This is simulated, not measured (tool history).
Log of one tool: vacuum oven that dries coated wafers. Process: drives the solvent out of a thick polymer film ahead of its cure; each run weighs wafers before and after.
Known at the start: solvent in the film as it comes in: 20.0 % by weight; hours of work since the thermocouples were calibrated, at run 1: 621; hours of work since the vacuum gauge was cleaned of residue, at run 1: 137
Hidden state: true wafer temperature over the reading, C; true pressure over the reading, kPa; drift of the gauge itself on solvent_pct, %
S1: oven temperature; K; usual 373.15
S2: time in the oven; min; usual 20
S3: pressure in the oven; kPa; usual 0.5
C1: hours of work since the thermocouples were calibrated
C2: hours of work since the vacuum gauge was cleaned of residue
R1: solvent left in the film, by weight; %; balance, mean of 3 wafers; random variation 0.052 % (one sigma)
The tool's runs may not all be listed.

run   hour      S1  S2     S3   C1   C2    R1
  1      0  373.15  20    0.5  621  137  1.43
  2     25  373.15  20    0.5  634  150  1.41
  3   46.8  373.15  20    0.5  645  161  1.48
  4   88.2  373.15  20    0.5  666  181  1.36
  5  117.9  373.15  20    0.5  681  196  1.46
  6  151.6  370.15  20    0.5  698  213     2
  7  183.4  373.15  20    0.5  714  230  1.47
  8    218  373.15  20  0.389  732  247  1.44
  9  250.9  373.15  14    0.5  748  264  2.88
 10  276.7  373.15  14    0.5  761  277  2.91
 11  305.8  373.15  14    0.5  776  291  2.96
 12  326.2  373.15  20    0.5  786  302   1.5
 13  362.8  373.15  20    0.5  805  320  1.42
 14  390.1  373.15  20    0.5  819  334  1.54
 15  414.4  373.15  20    0.5  831  346  1.48
 16  451.3  384.15  20  1.361  849  365  0.54
 17  473.2  387.15  18  1.361  861  376  0.46
 18  515.1  387.15  18  1.361  882  397  0.43
 19  541.5  387.15  18  1.361  895  410  0.45
 20    574  387.15  18  1.361  911  427  0.58
     579.3  -- vacuum gauge cleaned of residue and calibrated
 21  617.4  383.15  22    0.5  933   19  0.28
 22  658.4  369.15  22  1.583  953   40  2.51
     685.6  -- oven's thermocouples calibrated
     690.3  -- vacuum gauge cleaned of residue and calibrated, once more
 23  691.4  386.15  13  0.733    2    1  0.77
 24    726  386.15  13  0.733   20   18  0.74
 25  749.7  382.15  20    0.5   32   30  0.25
 26  767.7  382.15  20  0.516   41   39   0.3
 27  793.3  360.15  20  0.945   54   52  4.99
 28  828.8  373.15  17    0.5   72   70  1.81
 29  859.5  373.15  27    0.5   87   85  0.64

Forecast each of these 5 alternatives for the next run:
  A  882.1  368.15  23  0.583  98  97   ?
  B  882.1  386.15  25  0.591  98  97   ?
  C  882.1  370.15  27  1.102  98  97   ?
  D  882.1  379.15  11    0.5  98  97   ?
  E  882.1  363.15  14  0.285  98  97   ?

run    R1
  A  1.83
  B  0.21
  C  1.21
  D  2.25
  E  5.79
Without the tool's hidden state the same runs would have given:
run    R1
  A  1.77
  B   0.2
  C  1.17
  D  2.19
  E   5.7
